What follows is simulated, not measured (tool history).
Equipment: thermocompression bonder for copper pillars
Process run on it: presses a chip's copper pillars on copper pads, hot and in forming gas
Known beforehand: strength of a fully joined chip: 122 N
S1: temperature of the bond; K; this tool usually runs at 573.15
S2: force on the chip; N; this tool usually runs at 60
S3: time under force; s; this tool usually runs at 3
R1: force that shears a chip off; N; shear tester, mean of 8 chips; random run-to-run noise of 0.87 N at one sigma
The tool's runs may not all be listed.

{"run": 1, "day": 0.0, "S1": 573.15, "S2": 60, "S3": 3, "R1": 77.0}
{"run": 2, "day": 1.233, "S1": 573.15, "S2": 60, "S3": 3, "R1": 77.2}
{"run": 3, "day": 2.288, "S1": 573.15, "S2": 60, "S3": 3, "R1": 77.7}
{"run": 4, "day": 3.146, "S1": 573.15, "S2": 60, "S3": 3, "R1": 77.8}
{"run": 5, "day": 4.046, "S1": 573.15, "S2": 60, "S3": 3, "R1": 75.6}
{"run": 6, "day": 4.558, "S1": 573.15, "S2": 60, "S3": 3, "R1": 75.5}
{"run": 7, "day": 5.304, "S1": 573.15, "S2": 60, "S3": 5, "R1": 84.2}
{"run": 8, "day": 6.279, "S1": 573.15, "S2": 60, "S3": 3, "R1": 74.5}
{"run": 9, "day": 7.35, "S1": 573.15, "S2": 60, "S3": 3, "R1": 74.8}
{"run": 10, "day": 8.525, "S1": 563.15, "S2": 60, "S3": 3, "R1": 66.0}
{"run": 11, "day": 9.562, "S1": 573.15, "S2": 60, "S3": 3, "R1": 72.3}
{"run": 12, "day": 10.4, "S1": 573.15, "S2": 60, "S3": 8, "R1": 91.5}
{"day": 10.558, "done": "heater calibrated with a thermocouple chip"}
{"run": 13, "day": 11.646, "S1": 573.15, "S2": 60, "S3": 8, "R1": 89.0}
{"day": 12.067, "done": "forming gas filter changed"}
{"run": 14, "day": 12.792, "S1": 573.15, "S2": 60, "S3": 8, "R1": 99.8}
{"run": 15, "day": 13.65, "S1": 573.15, "S2": 60, "S3": 3, "R1": 76.2}
{"run": 16, "day": 14.829, "S1": 560.15, "S2": 60, "S3": 3, "R1": 66.7}
{"run": 17, "day": 15.6, "S1": 560.15, "S2": 60, "S3": 2, "R1": 57.0}
{"run": 18, "day": 16.221, "S1": 560.15, "S2": 60, "S3": 2, "R1": 58.0}
{"day": 17.054, "done": "heater calibrated with a thermocouple chip, once more"}
{"run": 19, "day": 17.267, "S1": 560.15, "S2": 60, "S3": 2, "R1": 65.8}
{"run": 20, "day": 17.792, "S1": 560.15, "S2": 60, "S3": 2, "R1": 63.2}
{"run": 21, "day": 18.671, "S1": 556.15, "S2": 60, "S3": 5, "R1": 79.8}
{"run": 22, "day": 19.496, "S1": 582.15, "S2": 63, "S3": 2, "R1": 81.7}
{"run": 23, "day": 20.279, "S1": 575.15, "S2": 56, "S3": 7, "R1": 97.7}
{"run": 24, "day": 20.912, "S1": 592.15, "S2": 53, "S3": 7, "R1": 104.7}
{"run": 25, "day": 22.079, "S1": 552.15, "S2": 71, "S3": 2, "R1": 61.1}
{"run": 26, "day": 23.296, "S1": 563.15, "S2": 87, "S3": 2, "R1": 75.3}
{"run": 27, "day": 23.879, "S1": 583.15, "S2": 58, "S3": 2, "R1": 76.4}
{"run": 28, "day": 24.967, "S1": 583.15, "S2": 55, "S3": 5, "R1": 93.5}
{"run": 29, "day": 26.129, "S1": 556.15, "S2": 36, "S3": 2, "R1": 45.3}
{"run": 30, "day": 27.054, "S1": 569.15, "S2": 36, "S3": 2, "R1": 52.7}
{"run": 31, "day": 27.788, "S1": 546.15, "S2": 67, "S3": 5, "R1": 71.6}
{"run": 32, "day": 28.946, "S1": 573.15, "S2": 82, "S3": 3, "R1": 84.8}
{"run": 33, "day": 29.529, "S1": 573.15, "S2": 66, "S3": 3, "R1": 79.8}
{"run": 34, "day": 30.392, "S1": 573.15, "S2": 44, "S3": 3, "R1": 66.1}
{"run": 35, "day": 31.212, "S1": 573.15, "S2": 44, "S3": 3, "R1": 67.9}
{"run": 36, "day": 32.238, "S1": 573.15, "S2": 44, "S3": 3, "R1": 66.5}
{"run": 37, "day": 33.283, "S1": 573.15, "S2": 44, "S3": 3, "R1": 67.7}
{"run": 38, "day": 33.788, "S1": 547.15, "S2": 76, "S3": 4, "R1": 67.5}
{"run": 39, "day": 34.321, "S1": 547.15, "S2": 76, "S3": 4, "R1": 67.7}
{"run": 40, "day": 34.833, "S1": 547.15, "S2": 76, "S3": 4, "R1": 67.8}

Below are 4 alternative next runs, each starting from the tool's condition after run 40. Predict each:
{"run": "A", "day": 35.35, "S1": 601.15, "S2": 76, "S3": 4, "R1": "?"}
{"run": "B", "day": 35.35, "S1": 553.15, "S2": 76, "S3": 6, "R1": "?"}
{"run": "C", "day": 35.35, "S1": 573.15, "S2": 82, "S3": 2, "R1": "?"}
{"run": "D", "day": 35.35, "S1": 565.15, "S2": 37, "S3": 8, "R1": "?"}

run=A R1=99.0
run=B R1=79.7
run=C R1=74.3
run=D R1=74.2
Take away the tool's hidden state, keep each run's random variation, and the runs would have read:
run=A R1=109.7
run=B R1=89.5
run=C R1=83.7
run=D R1=83.5
